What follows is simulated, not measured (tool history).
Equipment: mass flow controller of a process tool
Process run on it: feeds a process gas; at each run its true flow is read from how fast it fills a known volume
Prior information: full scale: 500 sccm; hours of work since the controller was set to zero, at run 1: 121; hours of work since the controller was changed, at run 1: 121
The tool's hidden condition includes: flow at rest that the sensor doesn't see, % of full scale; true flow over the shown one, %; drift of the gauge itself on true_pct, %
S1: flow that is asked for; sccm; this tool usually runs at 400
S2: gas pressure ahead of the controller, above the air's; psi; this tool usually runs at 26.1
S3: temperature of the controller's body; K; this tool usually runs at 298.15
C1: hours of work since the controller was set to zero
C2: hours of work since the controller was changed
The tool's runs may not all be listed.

Run 1, hour 0: usual settings; C1 121; C2 121. Result: true flow (%) 99.72.
Run 2, hour 119.6: usual settings but S3 309.15 K; C1 172; C2 172. Result: true flow (%) 98.7.
Run 3, hour 208.1: usual settings but S3 304.15 K; C1 210; C2 210. Result: true flow (%) 99.17.
Run 4, hour 293.6: usual settings but S3 304.15 K; C1 247; C2 247. Result: true flow (%) 99.15.
Run 5, hour 423.5: usual settings but S3 304.15 K; C1 303; C2 303. Result: true flow (%) 99.
Run 6, hour 528.5: usual settings but S3 302.15 K; C1 349; C2 349. Result: true flow (%) 99.24.
Run 7, hour 616.6: usual settings but S3 309.15 K; C1 387; C2 387. Result: true flow (%) 98.63.
Run 8, hour 752.2: usual settings but S3 309.15 K; C1 445; C2 445. Result: true flow (%) 98.64.
Run 9, hour 886.9: usual settings but S1 346 sccm, S3 302.15 K; C1 503; C2 503. Result: true flow (%) 98.95.
Run 10, hour 965.7: usual settings but S2 25.5 psi, S3 300.15 K; C1 537; C2 537. Result: true flow (%) 99.62.
Run 11, hour 1045.5: usual settings but S1 127 sccm, S2 25.5 psi, S3 303.15 K; C1 571; C2 571. Result: true flow (%) 97.25.
Run 12, hour 1106.8: usual settings but S1 127 sccm, S2 27.3 psi, S3 303.15 K; C1 598; C2 598. Result: true flow (%) 97.08.
Run 13, hour 1206: usual settings but S1 104 sccm, S3 300.15 K; C1 641; C2 641. Result: true flow (%) 97.15.
Run 14, hour 1317.9: usual settings but S1 383 sccm, S2 21 psi; C1 689; C2 689. Result: true flow (%) 99.83.
Run 15, hour 1428.6: usual settings but S1 383 sccm, S2 21 psi; C1 737; C2 737. Result: true flow (%) 99.75.

Alternative continuations, all from the tool just after run 15; predict every row:
Run A, hour 1489.9: usual settings but S2 20.9 psi, S3 296.15 K; C1 763; C2 763. Result: true flow (%) ?.
Run B, hour 1489.9: usual settings but S1 412 sccm, S2 29 psi; C1 763; C2 763. Result: true flow (%) ?.
Run C, hour 1489.9: usual settings but S1 56 sccm, S2 32.2 psi, S3 304.15 K; C1 763; C2 763. Result: true flow (%) ?.
Run D, hour 1489.9: usual settings but S1 217 sccm, S2 39.9 psi, S3 310.15 K; C1 763; C2 763. Result: true flow (%) ?.

run  true flow (%)
  A         100.13
  B          99.62
  C          95.15
  D          96.76
With the hidden condition removed and each run's random variation left untouched, the same runs would have given:
run  true flow (%)
  A          99.96
  B          99.45
  C           96.8
  D          96.84

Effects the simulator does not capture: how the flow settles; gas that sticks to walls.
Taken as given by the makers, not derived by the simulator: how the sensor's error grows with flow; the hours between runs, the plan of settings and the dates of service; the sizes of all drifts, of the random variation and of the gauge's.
